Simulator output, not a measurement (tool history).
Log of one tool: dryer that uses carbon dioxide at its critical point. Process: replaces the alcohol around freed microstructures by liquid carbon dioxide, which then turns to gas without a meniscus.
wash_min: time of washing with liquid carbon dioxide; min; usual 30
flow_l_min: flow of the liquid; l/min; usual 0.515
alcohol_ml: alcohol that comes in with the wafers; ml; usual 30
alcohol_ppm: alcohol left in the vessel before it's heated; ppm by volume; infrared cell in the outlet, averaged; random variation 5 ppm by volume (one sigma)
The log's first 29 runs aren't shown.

| run | hour | wash_min | flow_l_min | alcohol_ml | alcohol_ppm |
|---|---|---|---|---|---|
| 30 | 329.3 | 19 | 0.801 | 30 | 60 |
| 31 | 343.6 | 20 | 0.801 | 29 | 62 |
| 32 | 358.7 | 20 | 0.526 | 93 | 380 |
| 33 | 367.2 | 20 | 0.707 | 93 | 112 |
| 34 | 381.3 | 20 | 0.707 | 25 | 74 |
| 35 | 388.2 | 31 | 0.584 | 78 | 55 |
| 36 | 398.7 | 29 | 0.772 | 27 | 61 |
| 37 | 412.7 | 23 | 0.772 | 42 | 72 |
| 38 | 423.5 | 25 | 0.515 | 26 | 97 |
| 39 | 433.6 | 25 | 0.515 | 26 | 98 |
| 40 | 445.9 | 28 | 0.715 | 81 | 73 |
| 41 | 455.6 | 28 | 0.715 | 81 | 78 |
| 42 | 464.5 | 28 | 0.715 | 81 | 69 |
| 43 | 474.9 | 20 | 0.386 | 81 | 1268 |
| 44 | 487.4 | 20 | 0.386 | 81 | 1295 |
| 45 | 501.9 | 23 | 0.327 | 104 | 1832 |
| 46 | 509.8 | 23 | 0.327 | 104 | 1816 |

3 ways to go on from here, each from the tool as it stands after run 46. What would each give?
| A | 516.9 | 23 | 0.327 | 68 | ? |
| B | 516.9 | 33 | 0.354 | 83 | ? |
| C | 516.9 | 30 | 0.515 | 21 | ? |

| run | alcohol_ppm |
|---|---|
| A | 1259 |
| B | 299 |
| C | 94 |
Without the tool's hidden state the same runs would have given:
| run | alcohol_ppm |
|---|---|
| A | 898 |
| B | 152 |
| C | 22 |
